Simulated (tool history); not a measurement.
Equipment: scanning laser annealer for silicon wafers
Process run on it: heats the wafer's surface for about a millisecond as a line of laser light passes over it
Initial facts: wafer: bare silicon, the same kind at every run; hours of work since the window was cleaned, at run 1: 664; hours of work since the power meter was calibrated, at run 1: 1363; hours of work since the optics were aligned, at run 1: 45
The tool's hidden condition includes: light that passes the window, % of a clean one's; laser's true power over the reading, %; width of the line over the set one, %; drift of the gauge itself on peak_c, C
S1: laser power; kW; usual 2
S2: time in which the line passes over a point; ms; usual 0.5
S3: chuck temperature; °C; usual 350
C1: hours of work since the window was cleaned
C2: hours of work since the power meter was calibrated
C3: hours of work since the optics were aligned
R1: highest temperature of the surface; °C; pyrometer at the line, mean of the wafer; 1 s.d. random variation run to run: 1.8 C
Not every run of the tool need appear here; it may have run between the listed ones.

run	hour	S1	S2	S3	C1	C2	C3	R1
1	0	2	0.5	350	664	1363	45	1018
2	41.4	2	0.5	350	695	1394	77	1015
# hour 68.3: window over the wafer cleaned
3	113	2	0.5	389	34	1448	130	1046
4	181.2	2	0.5	389	86	1500	182	1040
5	219.3	2	0.5	389	115	1529	211	1040
6	270.8	2	0.5	389	154	1568	250	1039
# hour 300.6: window over the wafer cleaned, once more
7	309.8	2	0.5	357	7	1596	279	1062
8	360.8	2	0.5	357	46	1635	317	1052
9	419.8	2	0.424	350	91	1680	362	988
10	469.8	2	0.424	350	129	1718	401	988
11	529.7	2	0.424	350	175	1764	446	983
12	603.2	2	0.424	350	231	1820	502	982
13	661.6	2	0.399	350	275	1865	547	961
14	726.3	2	0.399	350	325	1914	596	959
15	779.4	2	0.5	354	365	1954	637	1032
16	831.2	2	0.5	354	405	1994	676	1036
17	902.3	2.032	0.365	350	459	2048	730	930
18	964.6	2.032	0.599	357	506	2096	778	1105
19	1019.7	1.865	0.416	361	549	2138	820	929
20	1090.2	2.076	0.416	361	602	2191	874	988
21	1150.5	2.013	0.422	339	648	2237	920	950
22	1192.9	2.013	0.422	339	681	2270	952	950
# hour 1234.7: window over the wafer cleaned
23	1234.7	2	0.5	362	0	2300	982	1057
# hour 1260.3: optics aligned, line set to its width
24	1311.5	1.735	0.372	366	55	2355	39	897
25	1351.8	1.811	0.5	389	85	2386	70	1029
26	1417.3	2.064	0.52	389	135	2435	120	1124
27	1481.8	2	0.417	347	185	2485	169	979
28	1531	1.852	0.464	347	222	2522	206	965

4 options for the next run, each taken on its own from the tool as it stands now. Forecast them:
A	1583.6	2	0.353	383	262	2562	247	?
B	1583.6	2.088	0.464	347	262	2562	247	?
C	1583.6	2.099	0.575	383	262	2562	247	?
D	1583.6	1.985	0.388	388	262	2562	247	?

run	R1
A	962
B	1039
C	1160
D	991
With the hidden condition removed and each run's random variation left untouched, the same runs would have given:
run	R1
A	971
B	1050
C	1172
D	1001
